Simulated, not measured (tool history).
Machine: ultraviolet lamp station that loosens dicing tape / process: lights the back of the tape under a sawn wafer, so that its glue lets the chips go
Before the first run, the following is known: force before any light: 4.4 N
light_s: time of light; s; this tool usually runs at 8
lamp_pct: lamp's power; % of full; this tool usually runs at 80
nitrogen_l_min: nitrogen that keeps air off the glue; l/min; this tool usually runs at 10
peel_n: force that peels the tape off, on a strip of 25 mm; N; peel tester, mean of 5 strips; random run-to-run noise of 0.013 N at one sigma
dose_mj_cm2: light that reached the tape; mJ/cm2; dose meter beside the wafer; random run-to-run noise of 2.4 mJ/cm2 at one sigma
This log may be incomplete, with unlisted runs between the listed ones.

run 1 hour=0.0 | light_s=8 lamp_pct=80 nitrogen_l_min=10 | peel_n=0.857 dose_mj_cm2=222
run 2 hour=12.7 | light_s=8 lamp_pct=80 nitrogen_l_min=10 | peel_n=0.841 dose_mj_cm2=226
run 3 hour=26.3 | light_s=8 lamp_pct=80 nitrogen_l_min=3 | peel_n=1.496 dose_mj_cm2=221
run 4 hour=36.4 | light_s=8 lamp_pct=80 nitrogen_l_min=3 | peel_n=1.622 dose_mj_cm2=222
-- hour=43.6 window cleaned of glue's vapour
run 5 hour=58.2 | light_s=8 lamp_pct=80 nitrogen_l_min=4 | peel_n=1.139 dose_mj_cm2=258
run 6 hour=77.6 | light_s=8 lamp_pct=80 nitrogen_l_min=4 | peel_n=1.162 dose_mj_cm2=252
run 7 hour=92.8 | light_s=8 lamp_pct=80 nitrogen_l_min=10 | peel_n=0.751 dose_mj_cm2=251
run 8 hour=104.3 | light_s=8 lamp_pct=80 nitrogen_l_min=10 | peel_n=0.717 dose_mj_cm2=249
run 9 hour=125.0 | light_s=8 lamp_pct=80 nitrogen_l_min=10 | peel_n=0.726 dose_mj_cm2=245
run 10 hour=138.2 | light_s=8 lamp_pct=80 nitrogen_l_min=10 | peel_n=0.742 dose_mj_cm2=247
run 11 hour=148.9 | light_s=8 lamp_pct=80 nitrogen_l_min=10 | peel_n=0.764 dose_mj_cm2=246
run 12 hour=160.2 | light_s=8 lamp_pct=80 nitrogen_l_min=10 | peel_n=0.736 dose_mj_cm2=244
run 13 hour=175.9 | light_s=8 lamp_pct=80 nitrogen_l_min=10 | peel_n=0.786 dose_mj_cm2=244
run 14 hour=186.9 | light_s=8 lamp_pct=80 nitrogen_l_min=3 | peel_n=1.466 dose_mj_cm2=242
run 15 hour=197.0 | light_s=8 lamp_pct=80 nitrogen_l_min=3 | peel_n=1.504 dose_mj_cm2=239
run 16 hour=208.5 | light_s=8 lamp_pct=80 nitrogen_l_min=3 | peel_n=1.478 dose_mj_cm2=238
run 17 hour=229.2 | light_s=8 lamp_pct=80 nitrogen_l_min=3 | peel_n=1.424 dose_mj_cm2=235
run 18 hour=246.5 | light_s=8 lamp_pct=80 nitrogen_l_min=3 | peel_n=1.482 dose_mj_cm2=231
run 19 hour=261.9 | light_s=8 lamp_pct=80 nitrogen_l_min=3 | peel_n=1.441 dose_mj_cm2=229
run 20 hour=283.0 | light_s=8 lamp_pct=80 nitrogen_l_min=3 | peel_n=1.544 dose_mj_cm2=233
run 21 hour=291.9 | light_s=8 lamp_pct=80 nitrogen_l_min=3 | peel_n=1.517 dose_mj_cm2=228
run 22 hour=311.8 | light_s=6 lamp_pct=80 nitrogen_l_min=3 | peel_n=1.986 dose_mj_cm2=173
run 23 hour=325.0 | light_s=9 lamp_pct=77 nitrogen_l_min=3 | peel_n=1.382 dose_mj_cm2=241
run 24 hour=346.1 | light_s=9 lamp_pct=88 nitrogen_l_min=3 | peel_n=1.265 dose_mj_cm2=276
run 25 hour=362.9 | light_s=9 lamp_pct=88 nitrogen_l_min=3 | peel_n=1.239 dose_mj_cm2=274
run 26 hour=374.3 | light_s=14 lamp_pct=80 nitrogen_l_min=10 | peel_n=0.374 dose_mj_cm2=381
run 27 hour=392.0 | light_s=5 lamp_pct=61 nitrogen_l_min=10 | peel_n=1.960 dose_mj_cm2=105
run 28 hour=410.3 | light_s=9 lamp_pct=61 nitrogen_l_min=10 | peel_n=1.110 dose_mj_cm2=184
run 29 hour=424.2 | light_s=9 lamp_pct=91 nitrogen_l_min=3 | peel_n=1.253 dose_mj_cm2=274
-- hour=437.8 window cleaned of glue's vapour
run 30 hour=440.2 | light_s=8 lamp_pct=86 nitrogen_l_min=10 | peel_n=0.664 dose_mj_cm2=263
run 31 hour=452.6 | light_s=9 lamp_pct=61 nitrogen_l_min=10 | peel_n=0.941 dose_mj_cm2=210
run 32 hour=462.1 | light_s=4 lamp_pct=71 nitrogen_l_min=10 | peel_n=1.937 dose_mj_cm2=109
run 33 hour=473.3 | light_s=11 lamp_pct=72 nitrogen_l_min=10 | peel_n=0.559 dose_mj_cm2=295
run 34 hour=486.8 | light_s=8 lamp_pct=86 nitrogen_l_min=12 | peel_n=0.619 dose_mj_cm2=262
run 35 hour=497.4 | light_s=4 lamp_pct=79 nitrogen_l_min=12 | peel_n=1.622 dose_mj_cm2=118
run 36 hour=513.0 | light_s=8 lamp_pct=62 nitrogen_l_min=17 | peel_n=0.889 dose_mj_cm2=184
run 37 hour=533.8 | light_s=8 lamp_pct=94 nitrogen_l_min=16 | peel_n=0.479 dose_mj_cm2=276
run 38 hour=550.0 | light_s=10 lamp_pct=83 nitrogen_l_min=10 | peel_n=0.548 dose_mj_cm2=303
run 39 hour=567.3 | light_s=10 lamp_pct=83 nitrogen_l_min=10 | peel_n=0.545 dose_mj_cm2=306
run 40 hour=578.9 | light_s=12 lamp_pct=66 nitrogen_l_min=10 | peel_n=0.620 dose_mj_cm2=287
run 41 hour=599.5 | light_s=15 lamp_pct=93 nitrogen_l_min=4 | peel_n=0.442 dose_mj_cm2=495
run 42 hour=612.3 | light_s=4 lamp_pct=63 nitrogen_l_min=10 | peel_n=2.237 dose_mj_cm2=91
run 43 hour=627.9 | light_s=8 lamp_pct=77 nitrogen_l_min=10 | peel_n=0.849 dose_mj_cm2=222

For some of the steps in peel_n from one run to the next: how much would appear even if the tool had no hidden state, given the settings, what came in and random variation, and how much remains for the hidden state plus any gauge scatter that the measured result and the result without hidden state don't share?
Unlogged tool condition in this case: lamp's light, % of a new lamp's; light that the window lets through, % of a clean one's; drift of the gauge itself on peel_n, %; drift of the gauge itself on dose_mj_cm2, %.
Run 4 -> 5: nitrogen_l_min 3 -> 4, window cleaned of glue's vapour. peel_n -0.483 N: hidden state -0.240, all else -0.243.
Run 26 -> 27: light_s 14 -> 5, lamp_pct 80 -> 61. peel_n +1.586 N: hidden state +0.281, all else +1.305.
Run 29 -> 30: light_s 9 -> 8, lamp_pct 91 -> 86, nitrogen_l_min 3 -> 10, window cleaned of glue's vapour. peel_n -0.589 N: hidden state -0.249, all else -0.340.
Run 41 -> 42: light_s 15 -> 4, lamp_pct 93 -> 63, nitrogen_l_min 4 -> 10. peel_n +1.795 N: hidden state +0.206, all else +1.589.
Run 42 -> 43: light_s 4 -> 8, lamp_pct 63 -> 77. peel_n -1.388 N: hidden state -0.086, all else -1.302.
